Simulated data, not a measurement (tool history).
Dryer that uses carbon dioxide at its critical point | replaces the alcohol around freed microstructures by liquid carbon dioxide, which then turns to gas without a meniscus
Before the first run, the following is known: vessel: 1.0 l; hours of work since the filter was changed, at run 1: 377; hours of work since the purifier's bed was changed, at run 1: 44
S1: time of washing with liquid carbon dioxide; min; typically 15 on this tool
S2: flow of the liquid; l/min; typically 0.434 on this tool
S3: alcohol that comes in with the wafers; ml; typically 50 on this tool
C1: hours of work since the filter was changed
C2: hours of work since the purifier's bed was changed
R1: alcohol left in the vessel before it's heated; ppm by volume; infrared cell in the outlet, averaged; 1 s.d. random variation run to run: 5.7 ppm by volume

run 1 hour=0 | S1=15 S2=0.434 S3=50 | C1=377 C2=44 | R1=257
run 2 hour=8.5 | S1=10 S2=0.434 S3=50 | C1=381 C2=48 | R1=1477
run 3 hour=15.4 | S1=10 S2=0.434 S3=50 | C1=384 C2=51 | R1=1458
run 4 hour=22.6 | S1=15 S2=0.434 S3=59 | C1=387 C2=55 | R1=294
run 5 hour=29.1 | S1=15 S2=0.434 S3=59 | C1=390 C2=58 | R1=301
run 6 hour=42.7 | S1=15 S2=0.434 S3=59 | C1=397 C2=64 | R1=299
run 7 hour=55.5 | S1=19 S2=0.434 S3=50 | C1=403 C2=70 | R1=68
run 8 hour=64.6 | S1=19 S2=0.434 S3=50 | C1=407 C2=74 | R1=73
run 9 hour=75.6 | S1=19 S2=0.538 S3=50 | C1=412 C2=79 | R1=21
run 10 hour=83.8 | S1=13 S2=0.538 S3=50 | C1=416 C2=83 | R1=172

What will run 11 give?
run 11 hour=91.4 | S1=13 S2=0.394 S3=50 | C1=419 C2=86 | R1=?

R1: 829 ppm by volume
Had the tool carried no hidden state, the very same run would have given R1 617 ppm by volume.

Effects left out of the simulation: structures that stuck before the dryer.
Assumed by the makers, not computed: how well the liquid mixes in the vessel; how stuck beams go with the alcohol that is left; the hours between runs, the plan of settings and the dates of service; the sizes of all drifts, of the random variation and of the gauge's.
